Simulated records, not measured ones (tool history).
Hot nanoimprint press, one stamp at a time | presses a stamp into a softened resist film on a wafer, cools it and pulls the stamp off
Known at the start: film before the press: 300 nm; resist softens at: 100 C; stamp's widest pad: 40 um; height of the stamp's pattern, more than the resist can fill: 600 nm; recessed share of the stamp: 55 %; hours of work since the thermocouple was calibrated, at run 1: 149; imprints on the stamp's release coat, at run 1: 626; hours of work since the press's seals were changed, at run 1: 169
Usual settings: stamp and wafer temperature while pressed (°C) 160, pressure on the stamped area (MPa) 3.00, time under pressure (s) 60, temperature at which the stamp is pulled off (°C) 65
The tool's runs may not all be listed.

| run | hour | stamp and wafer temperature while pressed (°C) | pressure on the stamped area (MPa) | time under pressure (s) | temperature at which the stamp is pulled off (°C) | hours of work since the thermocouple was calibrated | imprints on the stamp's release coat | hours of work since the press's seals were changed | resist left under the stamp's widest pad (Å) | greatest force while the stamp is pulled off (N) |
|---|---|---|---|---|---|---|---|---|---|---|
| 1 | 0.0 | 160 | 3.00 | 60 | 65 | 149 | 626 | 169 | 1094 | 162 |
| 2 | 16.3 | 160 | 3.00 | 60 | 53 | 161 | 697 | 181 | 1094 | 178 |
| 3 | 27.8 | 160 | 3.00 | 60 | 53 | 169 | 748 | 189 | 1100 | 179 |
| 4 | 36.9 | 159 | 3.00 | 60 | 65 | 175 | 787 | 195 | 1137 | 167 |
| 5 | 52.3 | 160 | 3.00 | 60 | 65 | 186 | 855 | 206 | 1091 | 166 |
| 6 | 65.9 | 160 | 3.00 | 60 | 65 | 195 | 915 | 215 | 1093 | 171 |
| 7 | 79.0 | 160 | 2.61 | 60 | 65 | 204 | 973 | 224 | 1164 | 167 |
|  | 92.9 | stamp cleaned and given a new release coat |
| 8 | 98.8 | 160 | 2.61 | 60 | 65 | 214 | 26 | 234 | 1158 | 157 |
| 9 | 111.7 | 160 | 2.61 | 60 | 65 | 223 | 83 | 243 | 1163 | 155 |
| 10 | 123.2 | 160 | 2.61 | 60 | 65 | 231 | 133 | 251 | 1148 | 157 |
| 11 | 133.2 | 160 | 2.44 | 60 | 52 | 238 | 177 | 258 | 1186 | 172 |
| 12 | 150.8 | 171 | 3.99 | 52 | 58 | 250 | 255 | 270 | 643 | 164 |
| 13 | 171.3 | 153 | 3.00 | 47 | 70 | 264 | 344 | 284 | 1592 | 154 |
| 14 | 187.0 | 160 | 3.00 | 38 | 70 | 275 | 413 | 295 | 1297 | 156 |
| 15 | 199.0 | 160 | 3.00 | 106 | 58 | 283 | 466 | 303 | 847 | 168 |
| 16 | 207.8 | 168 | 3.00 | 70 | 52 | 289 | 505 | 309 | 723 | 175 |
| 17 | 227.7 | 160 | 2.01 | 39 | 65 | 303 | 592 | 323 | 1518 | 163 |
| 18 | 248.7 | 160 | 2.01 | 39 | 65 | 318 | 684 | 338 | 1517 | 165 |

Alternative continuations, all from the tool just after run 18; predict every row:
| A | 266.4 | 160 | 2.99 | 65 | 65 | 330 | 762 | 350 | ? | ? |
| B | 266.4 | 153 | 3.00 | 64 | 63 | 330 | 762 | 350 | ? | ? |
| C | 266.4 | 160 | 2.01 | 39 | 55 | 330 | 762 | 350 | ? | ? |

| run | resist left under the stamp's widest pad (Å) | greatest force while the stamp is pulled off (N) |
|---|---|---|
| A | 1043 | 165 |
| B | 1411 | 169 |
| C | 1508 | 177 |
With no hidden state in the tool, these same runs would have given:
| run | resist left under the stamp's widest pad (Å) | greatest force while the stamp is pulled off (N) |
|---|---|---|
| A | 1069 | 154 |
| B | 1447 | 158 |
| C | 1541 | 165 |
